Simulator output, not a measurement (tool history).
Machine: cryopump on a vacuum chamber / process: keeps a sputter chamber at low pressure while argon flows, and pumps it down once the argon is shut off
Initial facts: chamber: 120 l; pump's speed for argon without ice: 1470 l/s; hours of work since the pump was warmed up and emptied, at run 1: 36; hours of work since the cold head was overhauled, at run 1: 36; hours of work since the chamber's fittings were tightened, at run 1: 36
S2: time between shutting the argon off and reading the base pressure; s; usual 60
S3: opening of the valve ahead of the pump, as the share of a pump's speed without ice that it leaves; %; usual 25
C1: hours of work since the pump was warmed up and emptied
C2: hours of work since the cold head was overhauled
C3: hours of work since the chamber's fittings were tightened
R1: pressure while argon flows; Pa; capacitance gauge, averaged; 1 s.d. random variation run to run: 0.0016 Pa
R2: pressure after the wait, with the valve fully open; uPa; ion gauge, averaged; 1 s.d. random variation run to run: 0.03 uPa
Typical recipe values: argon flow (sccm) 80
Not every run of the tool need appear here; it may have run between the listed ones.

run 1 hour=0.0 | argon_flow_(sccm)=80 S2=60 S3=25 | C1=36 C2=36 C3=36 | R1=0.3709 R2=1.52
run 2 hour=17.9 | argon_flow_(sccm)=80 S2=60 S3=25 | C1=49 C2=49 C3=49 | R1=0.3682 R2=1.57
run 3 hour=48.8 | argon_flow_(sccm)=80 S2=60 S3=25 | C1=70 C2=70 C3=70 | R1=0.3746 R2=1.59
run 4 hour=71.7 | argon_flow_(sccm)=36 S2=60 S3=25 | C1=86 C2=86 C3=86 | R1=0.1683 R2=1.67
run 5 hour=95.9 | argon_flow_(sccm)=36 S2=60 S3=25 | C1=103 C2=103 C3=103 | R1=0.1672 R2=1.65
run 6 hour=117.5 | argon_flow_(sccm)=36 S2=60 S3=16 | C1=118 C2=118 C3=118 | R1=0.2618 R2=1.64
run 7 hour=145.8 | argon_flow_(sccm)=36 S2=60 S3=16 | C1=138 C2=138 C3=138 | R1=0.2611 R2=1.72
run 8 hour=177.5 | argon_flow_(sccm)=80 S2=60 S3=25 | C1=160 C2=160 C3=160 | R1=0.3773 R2=1.68
run 9 hour=212.9 | argon_flow_(sccm)=80 S2=133 S3=25 | C1=185 C2=185 C3=185 | R1=0.3743 R2=1.01
run 10 hour=233.9 | argon_flow_(sccm)=80 S2=133 S3=25 | C1=200 C2=200 C3=200 | R1=0.3780 R2=1.09
run 11 hour=256.7 | argon_flow_(sccm)=80 S2=133 S3=25 | C1=215 C2=215 C3=215 | R1=0.3771 R2=1.08
run 12 hour=276.7 | argon_flow_(sccm)=80 S2=81 S3=25 | C1=229 C2=229 C3=229 | R1=0.3771 R2=1.51
run 13 hour=310.9 | argon_flow_(sccm)=80 S2=60 S3=25 | C1=253 C2=253 C3=253 | R1=0.3772 R2=1.80
run 14 hour=341.0 | argon_flow_(sccm)=80 S2=60 S3=25 | C1=274 C2=274 C3=274 | R1=0.3765 R2=1.89
run 15 hour=372.7 | argon_flow_(sccm)=102 S2=274 S3=25 | C1=296 C2=296 C3=296 | R1=0.4801 R2=0.94
run 16 hour=407.4 | argon_flow_(sccm)=35 S2=46 S3=25 | C1=321 C2=321 C3=321 | R1=0.1656 R2=2.28
run 17 hour=431.4 | argon_flow_(sccm)=40 S2=23 S3=47 | C1=337 C2=337 C3=337 | R1=0.1047 R2=4.07
run 18 hour=466.6 | argon_flow_(sccm)=56 S2=97 S3=25 | C1=362 C2=362 C3=362 | R1=0.2677 R2=1.47
run 19 hour=495.2 | argon_flow_(sccm)=55 S2=128 S3=58 | C1=382 C2=382 C3=382 | R1=0.1185 R2=1.33
run 20 hour=532.0 | argon_flow_(sccm)=55 S2=128 S3=58 | C1=407 C2=407 C3=407 | R1=0.1183 R2=1.40
-- hour=569.0 pump warmed up, emptied and cooled again
run 21 hour=573.0 | argon_flow_(sccm)=55 S2=200 S3=58 | C1=3 C2=432 C3=432 | R1=0.1094 R2=1.04
run 22 hour=610.6 | argon_flow_(sccm)=55 S2=200 S3=58 | C1=29 C2=459 C3=459 | R1=0.1099 R2=1.10
run 23 hour=637.4 | argon_flow_(sccm)=157 S2=27 S3=34 | C1=48 C2=477 C3=477 | R1=0.5336 R2=3.61
run 24 hour=672.9 | argon_flow_(sccm)=48 S2=46 S3=34 | C1=72 C2=502 C3=502 | R1=0.1633 R2=2.51
run 25 hour=696.5 | argon_flow_(sccm)=48 S2=46 S3=34 | C1=89 C2=519 C3=519 | R1=0.1652 R2=2.47

Predict each of these 5 candidate next runs independently; none follows another, all start after run 25:
run A hour=725.4 | argon_flow_(sccm)=59 S2=222 S3=16 | C1=109 C2=539 C3=539 | R1=? R2=?
run B hour=725.4 | argon_flow_(sccm)=61 S2=22 S3=24 | C1=109 C2=539 C3=539 | R1=? R2=?
run C hour=725.4 | argon_flow_(sccm)=45 S2=46 S3=58 | C1=109 C2=539 C3=539 | R1=? R2=?
run D hour=725.4 | argon_flow_(sccm)=156 S2=91 S3=35 | C1=109 C2=539 C3=539 | R1=? R2=?
run E hour=725.4 | argon_flow_(sccm)=44 S2=206 S3=33 | C1=109 C2=539 C3=539 | R1=? R2=?

run=A R1=0.4240 R2=1.15
run=B R1=0.2970 R2=4.36
run=C R1=0.0906 R2=2.56
run=D R1=0.5215 R2=1.63
run=E R1=0.1547 R2=1.15
The same runs, with their run-to-run variation unchanged, on a tool lacking any hidden condition would have given:
run=A R1=0.4211 R2=0.55
run=B R1=0.2940 R2=3.75
run=C R1=0.0884 R2=1.95
run=D R1=0.5140 R2=1.03
run=E R1=0.1526 R2=0.56

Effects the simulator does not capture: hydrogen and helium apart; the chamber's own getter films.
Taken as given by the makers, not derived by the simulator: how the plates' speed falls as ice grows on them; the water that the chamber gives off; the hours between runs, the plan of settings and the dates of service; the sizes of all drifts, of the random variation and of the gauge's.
